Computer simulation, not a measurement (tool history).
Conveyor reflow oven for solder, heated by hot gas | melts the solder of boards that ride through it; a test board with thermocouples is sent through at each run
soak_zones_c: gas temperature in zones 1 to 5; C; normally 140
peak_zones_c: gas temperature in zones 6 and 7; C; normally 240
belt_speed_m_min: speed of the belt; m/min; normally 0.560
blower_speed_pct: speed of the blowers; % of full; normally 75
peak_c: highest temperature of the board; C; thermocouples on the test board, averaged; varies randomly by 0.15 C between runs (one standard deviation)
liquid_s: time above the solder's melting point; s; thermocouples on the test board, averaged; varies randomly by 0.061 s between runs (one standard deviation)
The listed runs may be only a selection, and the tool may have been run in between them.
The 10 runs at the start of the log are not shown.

| run | hour | soak_zones_c | peak_zones_c | belt_speed_m_min | blower_speed_pct | hours of work since the flux was cleaned out | hours of work since the belt drive was overhauled | hours of work since the thermocouples were changed | peak_c | liquid_s |
|---|---|---|---|---|---|---|---|---|---|---|
| 11 | 108.1 | 140 | 240 | 0.560 | 75 | 380 | 261 | 184 | 224.2 | 53.30 |
| 12 | 117.8 | 140 | 240 | 0.560 | 75 | 386 | 267 | 190 | 223.9 | 53.23 |
| 13 | 130.5 | 140 | 240 | 0.560 | 75 | 394 | 275 | 198 | 224.0 | 53.24 |
| 14 | 139.0 | 140 | 233 | 0.560 | 75 | 399 | 281 | 203 | 217.9 | 49.69 |
| 15 | 148.3 | 140 | 240 | 0.644 | 75 | 405 | 286 | 209 | 219.1 | 43.33 |
| 16 | 159.3 | 140 | 240 | 0.644 | 75 | 411 | 293 | 216 | 219.2 | 43.26 |
| 17 | 171.4 | 140 | 240 | 0.560 | 57 | 419 | 301 | 223 | 220.2 | 50.59 |
| 18 | 181.3 | 139 | 240 | 0.592 | 52 | 425 | 307 | 229 | 216.4 | 44.70 |
|  | 189.7 | flux residue cleaned out of gas plates and filters |
| 19 | 194.9 | 137 | 234 | 0.474 | 69 | 3 | 312 | 235 | 223.4 | 62.54 |
| 20 | 207.9 | 137 | 234 | 0.474 | 69 | 11 | 320 | 243 | 223.5 | 62.49 |
| 21 | 217.5 | 137 | 234 | 0.474 | 69 | 17 | 326 | 249 | 223.3 | 62.53 |
| 22 | 224.3 | 137 | 232 | 0.479 | 69 | 21 | 330 | 253 | 221.1 | 60.51 |
| 23 | 235.3 | 141 | 240 | 0.506 | 75 | 28 | 337 | 260 | 228.7 | 62.36 |
| 24 | 244.6 | 141 | 240 | 0.506 | 75 | 34 | 342 | 265 | 228.5 | 62.26 |

For run 25, what comes out?
| 25 | 255.9 | 131 | 244 | 0.560 | 58 | 41 | 349 | 272 | ? | ? |

peak_c: 224.0 C
liquid_s: 50.46 s
Take away the tool's hidden state, keep the run-to-run variation as it was, and the same run would have given peak_c 224.3 C, liquid_s 50.25 s.

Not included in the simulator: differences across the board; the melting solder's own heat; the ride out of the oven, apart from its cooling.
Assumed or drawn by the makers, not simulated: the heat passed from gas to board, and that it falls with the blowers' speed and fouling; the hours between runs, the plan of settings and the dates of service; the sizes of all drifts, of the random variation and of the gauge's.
